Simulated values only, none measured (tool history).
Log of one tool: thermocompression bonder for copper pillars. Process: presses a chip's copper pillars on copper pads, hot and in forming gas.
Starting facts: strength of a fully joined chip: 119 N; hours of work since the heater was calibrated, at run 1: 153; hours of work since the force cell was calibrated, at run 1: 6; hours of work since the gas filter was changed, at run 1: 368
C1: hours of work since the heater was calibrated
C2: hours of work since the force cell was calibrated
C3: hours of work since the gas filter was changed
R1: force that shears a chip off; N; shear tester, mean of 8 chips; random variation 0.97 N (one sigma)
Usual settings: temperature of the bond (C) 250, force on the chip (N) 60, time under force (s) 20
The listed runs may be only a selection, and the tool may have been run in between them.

run 1 hour=0 | temperature_of_the_bond_(C)=250 force_on_the_chip_(N)=60 time_under_force_(s)=20 | C1=153 C2=6 C3=368 | R1=82.9
run 2 hour=7.5 | temperature_of_the_bond_(C)=250 force_on_the_chip_(N)=60 time_under_force_(s)=20 | C1=158 C2=11 C3=373 | R1=83.5
run 3 hour=17.1 | temperature_of_the_bond_(C)=268 force_on_the_chip_(N)=60 time_under_force_(s)=20 | C1=165 C2=18 C3=380 | R1=95.2
run 4 hour=22 | temperature_of_the_bond_(C)=268 force_on_the_chip_(N)=60 time_under_force_(s)=20 | C1=169 C2=22 C3=383 | R1=94.2
run 5 hour=26.8 | temperature_of_the_bond_(C)=250 force_on_the_chip_(N)=49 time_under_force_(s)=20 | C1=172 C2=25 C3=387 | R1=72.4
run 6 hour=34.6 | temperature_of_the_bond_(C)=250 force_on_the_chip_(N)=60 time_under_force_(s)=20 | C1=178 C2=31 C3=393 | R1=82.4
run 7 hour=43.1 | temperature_of_the_bond_(C)=261 force_on_the_chip_(N)=60 time_under_force_(s)=20 | C1=184 C2=37 C3=399 | R1=90.1
run 8 hour=52.1 | temperature_of_the_bond_(C)=261 force_on_the_chip_(N)=60 time_under_force_(s)=20 | C1=190 C2=44 C3=405 | R1=90.6
run 9 hour=60.9 | temperature_of_the_bond_(C)=261 force_on_the_chip_(N)=60 time_under_force_(s)=20 | C1=197 C2=50 C3=412 | R1=90.4
run 10 hour=72 | temperature_of_the_bond_(C)=261 force_on_the_chip_(N)=60 time_under_force_(s)=20 | C1=205 C2=58 C3=420 | R1=90.7
run 11 hour=83 | temperature_of_the_bond_(C)=247 force_on_the_chip_(N)=60 time_under_force_(s)=20 | C1=213 C2=66 C3=428 | R1=80.9
run 12 hour=88.9 | temperature_of_the_bond_(C)=247 force_on_the_chip_(N)=60 time_under_force_(s)=20 | C1=217 C2=70 C3=432 | R1=79
run 13 hour=98.2 | temperature_of_the_bond_(C)=247 force_on_the_chip_(N)=60 time_under_force_(s)=20 | C1=224 C2=77 C3=439 | R1=79
run 14 hour=103.4 | temperature_of_the_bond_(C)=250 force_on_the_chip_(N)=60 time_under_force_(s)=20 | C1=228 C2=81 C3=442 | R1=81.6
run 15 hour=111.6 | temperature_of_the_bond_(C)=250 force_on_the_chip_(N)=60 time_under_force_(s)=20 | C1=234 C2=87 C3=448 | R1=81.8
run 16 hour=116.3 | temperature_of_the_bond_(C)=250 force_on_the_chip_(N)=60 time_under_force_(s)=34 | C1=237 C2=90 C3=452 | R1=91.6
run 17 hour=123.5 | temperature_of_the_bond_(C)=250 force_on_the_chip_(N)=83 time_under_force_(s)=20 | C1=242 C2=95 C3=457 | R1=98.3
run 18 hour=132.8 | temperature_of_the_bond_(C)=230 force_on_the_chip_(N)=60 time_under_force_(s)=20 | C1=249 C2=102 C3=464 | R1=65.2
run 19 hour=140.9 | temperature_of_the_bond_(C)=230 force_on_the_chip_(N)=60 time_under_force_(s)=20 | C1=255 C2=108 C3=470 | R1=67.4
run 20 hour=148.5 | temperature_of_the_bond_(C)=230 force_on_the_chip_(N)=60 time_under_force_(s)=20 | C1=260 C2=113 C3=475 | R1=65.4
run 21 hour=159.1 | temperature_of_the_bond_(C)=250 force_on_the_chip_(N)=52 time_under_force_(s)=20 | C1=268 C2=121 C3=483 | R1=75.4
-- hour=161.6 forming gas filter changed
run 22 hour=164.3 | temperature_of_the_bond_(C)=267 force_on_the_chip_(N)=36 time_under_force_(s)=21 | C1=271 C2=125 C3=2 | R1=71.2
run 23 hour=175.4 | temperature_of_the_bond_(C)=250 force_on_the_chip_(N)=58 time_under_force_(s)=12 | C1=279 C2=133 C3=10 | R1=70.4
run 24 hour=186.4 | temperature_of_the_bond_(C)=250 force_on_the_chip_(N)=87 time_under_force_(s)=20 | C1=287 C2=141 C3=18 | R1=100
run 25 hour=192.8 | temperature_of_the_bond_(C)=249 force_on_the_chip_(N)=80 time_under_force_(s)=41 | C1=292 C2=145 C3=23 | R1=106.8
run 26 hour=199.5 | temperature_of_the_bond_(C)=249 force_on_the_chip_(N)=80 time_under_force_(s)=41 | C1=297 C2=150 C3=27 | R1=107.3
run 27 hour=207.1 | temperature_of_the_bond_(C)=252 force_on_the_chip_(N)=61 time_under_force_(s)=32 | C1=302 C2=156 C3=33 | R1=94.6
run 28 hour=214.2 | temperature_of_the_bond_(C)=252 force_on_the_chip_(N)=61 time_under_force_(s)=32 | C1=307 C2=161 C3=38 | R1=94.6
run 29 hour=222.3 | temperature_of_the_bond_(C)=275 force_on_the_chip_(N)=60 time_under_force_(s)=13 | C1=313 C2=167 C3=44 | R1=91.6
run 30 hour=230 | temperature_of_the_bond_(C)=250 force_on_the_chip_(N)=83 time_under_force_(s)=20 | C1=319 C2=172 C3=50 | R1=96.7
run 31 hour=237.4 | temperature_of_the_bond_(C)=250 force_on_the_chip_(N)=69 time_under_force_(s)=20 | C1=324 C2=177 C3=55 | R1=89.2
run 32 hour=248.7 | temperature_of_the_bond_(C)=246 force_on_the_chip_(N)=73 time_under_force_(s)=18 | C1=332 C2=186 C3=63 | R1=88.7
run 33 hour=255.2 | temperature_of_the_bond_(C)=246 force_on_the_chip_(N)=73 time_under_force_(s)=18 | C1=337 C2=190 C3=68 | R1=85.2
run 34 hour=263.4 | temperature_of_the_bond_(C)=273 force_on_the_chip_(N)=71 time_under_force_(s)=33 | C1=343 C2=196 C3=74 | R1=112.8
run 35 hour=273.9 | temperature_of_the_bond_(C)=273 force_on_the_chip_(N)=47 time_under_force_(s)=56 | C1=351 C2=204 C3=81 | R1=107.1
run 36 hour=280.1 | temperature_of_the_bond_(C)=261 force_on_the_chip_(N)=43 time_under_force_(s)=12 | C1=355 C2=208 C3=86 | R1=63.6
run 37 hour=287 | temperature_of_the_bond_(C)=261 force_on_the_chip_(N)=43 time_under_force_(s)=12 | C1=360 C2=213 C3=91 | R1=63.6
run 38 hour=292.7 | temperature_of_the_bond_(C)=250 force_on_the_chip_(N)=41 time_under_force_(s)=50 | C1=364 C2=218 C3=95 | R1=85.2

Take each entry between the runs: how does the hidden state at the last listed run before it differ from the hidden state at the first listed run after it?
Logged between run 21 and run 22: forming gas filter changed (hour 161.6)
  oxide that the forming gas leaves, % of the face: 0.81 -> 0.5
